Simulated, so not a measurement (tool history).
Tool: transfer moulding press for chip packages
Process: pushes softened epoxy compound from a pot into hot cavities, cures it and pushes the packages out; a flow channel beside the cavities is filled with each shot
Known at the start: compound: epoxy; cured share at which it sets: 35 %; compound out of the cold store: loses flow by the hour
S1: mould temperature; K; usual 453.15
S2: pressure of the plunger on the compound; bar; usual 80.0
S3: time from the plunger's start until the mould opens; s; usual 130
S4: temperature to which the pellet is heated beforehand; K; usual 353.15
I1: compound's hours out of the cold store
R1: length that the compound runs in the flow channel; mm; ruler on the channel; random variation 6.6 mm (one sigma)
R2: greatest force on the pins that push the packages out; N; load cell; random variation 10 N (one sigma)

run,hour,S1,S2,S3,S4,I1,R1,R2
1,0.0,453.15,80.0,130,353.15,32.1,745,465
# hour 6.8: mould's thermocouples calibrated
2,46.1,449.15,80.0,130,353.15,33.4,751,877
# hour 56.4: cavities cleaned with cleaning compound and waxed
# hour 107.1: cavities cleaned with cleaning compound and waxed
3,113.7,449.15,80.0,130,353.15,34.8,732,642
# hour 158.6: cavities cleaned with cleaning compound and waxed
4,189.8,453.15,80.0,130,353.15,16.1,784,696
# hour 213.4: cavities cleaned with cleaning compound and waxed
5,232.3,453.15,80.0,130,353.15,32.6,711,598
# hour 263.9: cavities cleaned with cleaning compound and waxed
6,305.3,453.15,80.0,130,353.15,42.9,673,734
# hour 316.4: cavities cleaned with cleaning compound and waxed
7,364.5,453.15,80.0,127,353.15,27.7,711,793
# hour 369.9: cavities cleaned with cleaning compound and waxed
8,403.5,453.15,80.0,132,353.15,10.1,767,707
# hour 422.4: cavities cleaned with cleaning compound and waxed
# hour 436.0: plunger's sealing rings changed
9,467.2,453.15,80.0,132,353.15,16.0,798,720
# hour 479.5: cavities cleaned with cleaning compound and waxed
# hour 532.4: cavities cleaned with cleaning compound and waxed
10,539.9,453.15,80.0,132,353.15,38.0,706,550
11,572.9,453.15,80.0,132,353.15,24.5,758,735
# hour 584.7: cavities cleaned with cleaning compound and waxed
# hour 602.6: mould's thermocouples calibrated
# hour 641.2: cavities cleaned with cleaning compound and waxed
12,644.0,453.15,80.0,132,353.15,28.2,723,505
13,676.7,453.15,80.0,130,353.15,40.1,690,691
# hour 696.4: cavities cleaned with cleaning compound and waxed
14,736.0,453.15,80.0,130,353.15,47.2,662,720
# hour 748.6: cavities cleaned with cleaning compound and waxed
15,771.9,453.15,91.8,130,352.15,47.4,692,610
# hour 802.9: cavities cleaned with cleaning compound and waxed
16,842.6,453.15,80.0,142,362.15,41.4,659,681
# hour 854.0: cavities cleaned with cleaning compound and waxed
# hour 880.6: plunger's sealing rings changed
17,896.7,445.15,80.0,149,358.15,47.1,715,787
# hour 907.9: cavities cleaned with cleaning compound and waxed
# hour 958.6: cavities cleaned with cleaning compound and waxed
18,977.9,447.15,80.0,146,358.15,46.0,706,652
# hour 1009.6: cavities cleaned with cleaning compound and waxed
19,1050.5,447.15,80.0,146,358.15,42.0,700,759
# hour 1062.8: cavities cleaned with cleaning compound and waxed
# hour 1114.0: cavities cleaned with cleaning compound and waxed
20,1114.0,454.15,84.6,130,353.15,38.2,707,474
# hour 1167.7: cavities cleaned with cleaning compound and waxed
21,1182.3,447.15,84.6,110,349.15,46.4,680,979
# hour 1199.6: mould's thermocouples calibrated
22,1216.4,458.15,72.8,151,349.15,21.9,693,677
# hour 1223.1: cavities cleaned with cleaning compound and waxed
23,1265.7,458.15,64.9,135,352.15,17.5,661,691
# hour 1277.4: cavities cleaned with cleaning compound and waxed
24,1318.4,456.15,80.0,130,353.15,31.1,682,705
# hour 1325.9: plunger's sealing rings changed
# hour 1333.2: cavities cleaned with cleaning compound and waxed
# hour 1389.3: cavities cleaned with cleaning compound and waxed
25,1390.1,456.15,80.0,157,353.15,48.0,684,462
# hour 1442.1: cavities cleaned with cleaning compound and waxed
26,1442.1,453.15,78.3,157,357.15,31.4,726,423
# hour 1497.7: cavities cleaned with cleaning compound and waxed
27,1502.8,453.15,86.0,157,357.15,18.3,794,477

The same runs without the tool's hidden state, with the same run-to-run variation:
The hidden state here: true mould temperature over the reading, C; pressure that reaches the compound, % of what is set; grip of the stained cavities, % over clean ones'; drift of the gauge itself on flow_mm, %; drift of the gauge itself on push_out_n, %.
run,R1,R2
1,750,466
2,759,564
3,751,556
4,816,479
5,746,472
6,717,480
7,767,504
8,835,502
9,806,485
10,722,478
11,780,485
12,753,477
13,723,471
14,702,473
15,740,462
16,714,452
17,721,530
18,723,508
19,728,518
20,744,480
21,726,826
22,742,423
23,715,442
24,745,453
25,692,444
26,742,423
27,822,439
